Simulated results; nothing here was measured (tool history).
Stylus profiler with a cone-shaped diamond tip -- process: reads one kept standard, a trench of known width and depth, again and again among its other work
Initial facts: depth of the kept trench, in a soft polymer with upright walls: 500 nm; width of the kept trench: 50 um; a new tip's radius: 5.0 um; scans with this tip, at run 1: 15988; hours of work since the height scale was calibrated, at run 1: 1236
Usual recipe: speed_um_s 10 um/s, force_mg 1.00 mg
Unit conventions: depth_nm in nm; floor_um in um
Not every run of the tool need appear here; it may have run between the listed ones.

run   hour  speed_um_s  force_mg  scans with this tip  hours of work since the height scale was calibrated  depth_nm  floor_um
  1    0.0          10      1.00                15988                                                 1236    501.84     45.49
  2   11.3          10      1.00                16085                                                 1243    501.94     45.44
  3   24.8          10      1.00                16200                                                 1252    502.12     45.52
  4   32.5          10      1.00                16266                                                 1257    502.02     45.53
  5   42.1          10      1.00                16347                                                 1263    502.02     45.51
  6   58.8          10      1.00                16490                                                 1274    501.93     45.53
  7   74.6          10      1.00                16626                                                 1285    501.96     45.54
  8   86.8          10      1.00                16729                                                 1293    501.88     45.59
  9  104.6          10      1.00                16882                                                 1305    502.14     45.52
 10  112.8          15      1.00                16952                                                 1310    501.88     45.43
 11  125.9          15      1.00                17064                                                 1319    502.23     45.47
 12  136.3          15      1.39                17153                                                 1326    502.40     45.50
 13  150.2           5      1.39                17271                                                 1335    502.65     45.57
 14  162.7           5      1.39                17378                                                 1343    502.57     45.56
 15  170.7          14      1.00                17446                                                 1348    501.99     45.50
 16  183.0           5      1.12                17552                                                 1356    502.43     45.57
 17  193.0           5      1.12                17637                                                 1363    502.61     45.59
 18  200.6           7      1.61                17702                                                 1368    502.57     45.58
 19  210.2          11      1.11                17784                                                 1374    502.29     45.55
 20  227.9           4      0.46                17935                                                 1386    501.05     45.52
 21  246.0           4      0.46                18090                                                 1398    501.13     45.57
 22  258.0           4      0.46                18192                                                 1406    501.11     45.57
 23  268.7          11      1.58                18284                                                 1413    502.55     45.57
 24  283.8          11      1.58                18413                                                 1423    502.76     45.53
 25  293.3          11      1.58                18494                                                 1429    502.70     45.51
     302.8  -- new tip fitted, height scale calibrated
 26  310.5           4      1.92                   66                                                    5    503.15     45.54
 27  327.8           2      0.49                  214                                                   16    501.55     45.56
 28  342.5           2      0.49                  339                                                   26    501.20     45.63

Each row is a separate what-if for the run after 28, all from the same tool condition, not one after another. Results?
  A  351.2          18      2.20                  414                                                   32         ?         ?
  B  351.2           3      1.88                  414                                                   32         ?         ?
  C  351.2           3      1.67                  414                                                   32         ?         ?
  D  351.2          12      0.49                  414                                                   32         ?         ?

run  depth_nm  floor_um
  A    503.25     45.52
  B    503.12     45.68
  C    502.76     45.63
  D    501.35     45.52
Without the tool's unlogged condition, the same runs would have read:
run  depth_nm  floor_um
  A    503.25     45.53
  B    503.12     45.68
  C    502.76     45.63
  D    501.35     45.52

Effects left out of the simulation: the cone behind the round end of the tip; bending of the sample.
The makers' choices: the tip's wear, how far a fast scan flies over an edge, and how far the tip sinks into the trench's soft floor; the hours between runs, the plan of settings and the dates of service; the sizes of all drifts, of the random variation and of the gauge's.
